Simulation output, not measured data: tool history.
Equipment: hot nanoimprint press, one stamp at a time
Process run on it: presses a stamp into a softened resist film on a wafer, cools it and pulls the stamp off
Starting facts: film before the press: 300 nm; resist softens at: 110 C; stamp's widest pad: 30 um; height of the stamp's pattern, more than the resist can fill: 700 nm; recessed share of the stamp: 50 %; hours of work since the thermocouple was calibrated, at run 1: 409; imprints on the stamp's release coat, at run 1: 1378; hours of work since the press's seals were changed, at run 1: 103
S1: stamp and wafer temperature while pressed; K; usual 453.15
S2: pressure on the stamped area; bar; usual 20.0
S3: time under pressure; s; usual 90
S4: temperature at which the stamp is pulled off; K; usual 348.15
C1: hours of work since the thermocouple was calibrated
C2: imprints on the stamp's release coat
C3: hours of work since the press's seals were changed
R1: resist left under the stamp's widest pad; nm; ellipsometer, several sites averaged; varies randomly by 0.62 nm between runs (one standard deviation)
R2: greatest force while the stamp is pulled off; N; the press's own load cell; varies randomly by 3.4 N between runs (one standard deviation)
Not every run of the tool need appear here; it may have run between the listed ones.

run   hour      S1    S2   S3      S4   C1    C2   C3     R1   R2
  1    0.0  453.15  20.0   90  348.15  409  1378  103  156.3  158
  2    4.5  453.15  20.0   90  348.15  411  1393  105  156.3  173
  3   11.9  453.15  20.0   90  348.15  415  1417  109  156.2  166
      24.5  -- stamp cleaned and given a new release coat
  4   26.6  446.15  20.0   90  348.15  419     7  113  207.0  158
  5   36.0  453.15  20.0   90  348.15  424    37  118  156.1  156
  6   45.1  453.15  20.0   90  334.15  428    67  123  156.0  183
  7   53.8  453.15  20.0   90  334.15  433    95  127  156.7  191
  8   58.1  453.15  20.0   90  334.15  435   109  129  155.9  189
  9   64.5  453.15  20.0   90  348.15  438   130  132  155.3  162
 10   71.1  445.15  20.0   90  348.15  441   151  136  214.6  162
 11   77.9  445.15  20.0   90  348.15  444   173  139  213.0  156
 12   82.7  453.15  20.0   90  348.15  447   189  141  155.4  164
 13   87.9  464.15  20.0   90  348.15  449   205  144   94.2  161
 14   96.7  464.15  20.0   90  348.15  454   234  148   94.8  159
     101.3  -- plate thermocouple calibrated
 15  108.7  453.15  20.0   90  348.15    4   263  153  154.6  167
 16  116.2  453.15  12.8   83  338.15    7   287  156  194.7  178
 17  125.6  458.15  20.0   90  342.15   12   318  161  122.4  176
 18  130.9  458.15  20.0   90  348.15   15   335  164  123.2  166
 19  139.0  458.15  20.0   90  348.15   19   361  168  123.7  164
 20  144.3  458.15  20.0   90  348.15   21   378  170  122.9  161
 21  149.3  443.15  20.0   90  348.15   24   394  173  225.7  161
 22  153.8  443.15  20.0   90  348.15   26   409  175  225.7  161
 23  158.4  443.15  20.0   90  348.15   28   424  177  226.6  163
 24  164.5  455.15  20.0   54  348.15   31   443  180  164.1  157
 25  168.8  441.15  20.0  151  348.15   33   457  182  217.3  163
     175.1  -- gauge calibrated
 26  178.3  453.15  20.0   90  334.15   38   488  187  156.6  196
 27  186.9  449.15  20.0  150  348.15   42   516  191  161.2  156
 28  193.9  453.15  20.8   80  339.15   46   539  195  160.2  182
 29  201.1  453.15  16.7   90  354.15   49   562  198  171.6  151

Here are 3 independent what-if runs from the current tool condition. What would each one return?
  A  207.9  453.15  16.7  89  354.15  53  584  202   ?   ?
  B  207.9  459.15  15.8  90  348.15  53  584  202   ?   ?
  C  207.9  445.15  20.0  76  348.15  53  584  202   ?   ?

run     R1   R2
  A  173.1  146
  B  136.7  167
  C  223.1  164
Had the tool no hidden state, the same runs would have come out as:
run     R1   R2
  A  174.0  145
  B  137.3  166
  C  224.2  163
